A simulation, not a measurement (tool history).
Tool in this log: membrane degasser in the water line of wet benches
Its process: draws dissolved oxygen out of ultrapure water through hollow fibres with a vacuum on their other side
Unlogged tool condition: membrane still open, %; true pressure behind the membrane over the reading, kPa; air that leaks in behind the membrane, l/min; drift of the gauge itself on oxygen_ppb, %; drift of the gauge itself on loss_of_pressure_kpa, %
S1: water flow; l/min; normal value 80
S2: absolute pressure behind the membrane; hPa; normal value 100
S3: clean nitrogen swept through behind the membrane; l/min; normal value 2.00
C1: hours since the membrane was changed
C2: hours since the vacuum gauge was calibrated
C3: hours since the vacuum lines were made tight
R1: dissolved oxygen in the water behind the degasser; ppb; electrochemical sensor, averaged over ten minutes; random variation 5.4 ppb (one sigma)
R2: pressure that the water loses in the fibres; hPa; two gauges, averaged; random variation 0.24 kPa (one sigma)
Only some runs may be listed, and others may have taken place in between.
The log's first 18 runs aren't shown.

| run | hour | S1 | S2 | S3 | C1 | C2 | C3 | R1 | R2 |
|---|---|---|---|---|---|---|---|---|---|
| 19 | 4048.9 | 80 | 100 | 0.89 | 7520 | 7872 | 569 | 932.3 | 613.3 |
| 20 | 4312.4 | 84 | 135 | 2.00 | 7784 | 8136 | 832 | 800.4 | 643.8 |
| 21 | 4609.1 | 128 | 110 | 3.48 | 8080 | 8433 | 1129 | 642.8 | 983.2 |
|  | 4744.2 | vacuum gauge calibrated |
| 22 | 4848.4 | 128 | 110 | 3.48 | 8319 | 104 | 1368 | 622.4 | 975.2 |
| 23 | 5102.9 | 104 | 110 | 1.34 | 8574 | 359 | 1622 | 981.0 | 798.7 |
| 24 | 5289.2 | 104 | 110 | 1.34 | 8760 | 545 | 1808 | 958.8 | 793.8 |
| 25 | 5426.0 | 80 | 246 | 2.00 | 8897 | 682 | 1945 | 1480.5 | 613.3 |
| 26 | 5647.3 | 96 | 100 | 4.14 | 9118 | 903 | 2167 | 371.0 | 737.9 |
|  | 5826.4 | membrane cartridge changed |
| 27 | 5929.2 | 96 | 100 | 4.14 | 103 | 1181 | 2444 | 367.1 | 735.5 |
| 28 | 6134.1 | 58 | 126 | 4.14 | 308 | 1386 | 2649 | 298.3 | 445.1 |
| 29 | 6372.2 | 80 | 100 | 5.84 | 546 | 1624 | 2887 | 229.0 | 615.6 |
| 30 | 6515.2 | 81 | 63 | 4.81 | 689 | 1767 | 3030 | 137.3 | 621.0 |
|  | 6650.3 | seals of the vacuum lines changed |
| 31 | 6793.4 | 88 | 105 | 4.81 | 965 | 2043 | 143 | 323.2 | 673.7 |

Below are 3 alternative next runs, each starting from the tool's condition after run 31. Predict each:
| A | 6976.4 | 50 | 105 | 4.81 | 1148 | 2226 | 326 | ? | ? |
| B | 6976.4 | 77 | 190 | 3.01 | 1148 | 2226 | 326 | ? | ? |
| C | 6976.4 | 50 | 100 | 4.28 | 1148 | 2226 | 326 | ? | ? |

| run | R1 | R2 |
|---|---|---|
| A | 180.5 | 383.1 |
| B | 814.2 | 592.6 |
| C | 182.0 | 384.5 |
What these runs would have given with no unlogged condition in the tool:
| run | R1 | R2 |
|---|---|---|
| A | 180.4 | 383.0 |
| B | 814.1 | 592.5 |
| C | 181.9 | 384.4 |

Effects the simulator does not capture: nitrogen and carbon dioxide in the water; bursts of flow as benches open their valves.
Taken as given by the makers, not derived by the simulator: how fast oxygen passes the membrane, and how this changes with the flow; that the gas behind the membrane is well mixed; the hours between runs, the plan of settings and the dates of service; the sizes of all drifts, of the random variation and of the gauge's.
